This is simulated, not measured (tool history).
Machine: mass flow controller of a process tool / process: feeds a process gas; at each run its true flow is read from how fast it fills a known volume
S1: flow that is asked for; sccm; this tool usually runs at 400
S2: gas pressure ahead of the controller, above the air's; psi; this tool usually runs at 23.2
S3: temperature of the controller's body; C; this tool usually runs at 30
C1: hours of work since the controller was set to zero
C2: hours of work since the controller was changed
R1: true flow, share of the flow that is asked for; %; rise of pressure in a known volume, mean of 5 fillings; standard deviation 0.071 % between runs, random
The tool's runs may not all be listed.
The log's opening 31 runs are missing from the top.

| run | hour | S1 | S2 | S3 | C1 | C2 | R1 |
|---|---|---|---|---|---|---|---|
| 32 | 6341.7 | 400 | 23.2 | 32 | 3630 | 8588 | 101.24 |
| 33 | 6597.3 | 126 | 23.2 | 30 | 3804 | 8761 | 98.90 |
| 34 | 6839.7 | 470 | 34.1 | 38 | 3969 | 8926 | 101.91 |
| 35 | 7015.4 | 168 | 23.9 | 39 | 4088 | 9046 | 99.44 |
|  | 7293.3 | controller exchanged for a calibrated one |
| 36 | 7293.3 | 400 | 36.5 | 30 | 0 | 0 | 99.75 |
| 37 | 7504.0 | 400 | 36.5 | 30 | 143 | 143 | 99.89 |
| 38 | 7646.9 | 89 | 33.9 | 32 | 240 | 240 | 98.96 |
| 39 | 7827.9 | 230 | 22.2 | 34 | 363 | 363 | 99.01 |
| 40 | 7951.1 | 230 | 22.2 | 34 | 447 | 447 | 99.03 |
| 41 | 8218.9 | 213 | 31.8 | 30 | 629 | 629 | 99.34 |
| 42 | 8392.9 | 97 | 37.7 | 24 | 747 | 747 | 98.90 |
| 43 | 8564.1 | 97 | 37.7 | 24 | 864 | 864 | 98.89 |
| 44 | 8821.9 | 400 | 23.2 | 24 | 1039 | 1039 | 99.60 |
| 45 | 8973.8 | 400 | 23.2 | 24 | 1142 | 1142 | 99.51 |
| 46 | 9211.1 | 400 | 23.2 | 24 | 1304 | 1304 | 99.56 |
| 47 | 9498.7 | 400 | 23.2 | 24 | 1499 | 1499 | 99.58 |

Predict each of these 3 candidate next runs independently; none follows another, all start after run 47:
| A | 9680.1 | 90 | 24.2 | 29 | 1623 | 1623 | ? |
| B | 9680.1 | 312 | 23.2 | 30 | 1623 | 1623 | ? |
| C | 9680.1 | 400 | 23.4 | 24 | 1623 | 1623 | ? |

| run | R1 |
|---|---|
| A | 97.57 |
| B | 99.12 |
| C | 99.58 |
Stripped of hidden state, with their random variation kept, the same runs would have yielded:
| run | R1 |
|---|---|
| A | 99.12 |
| B | 99.32 |
| C | 99.65 |
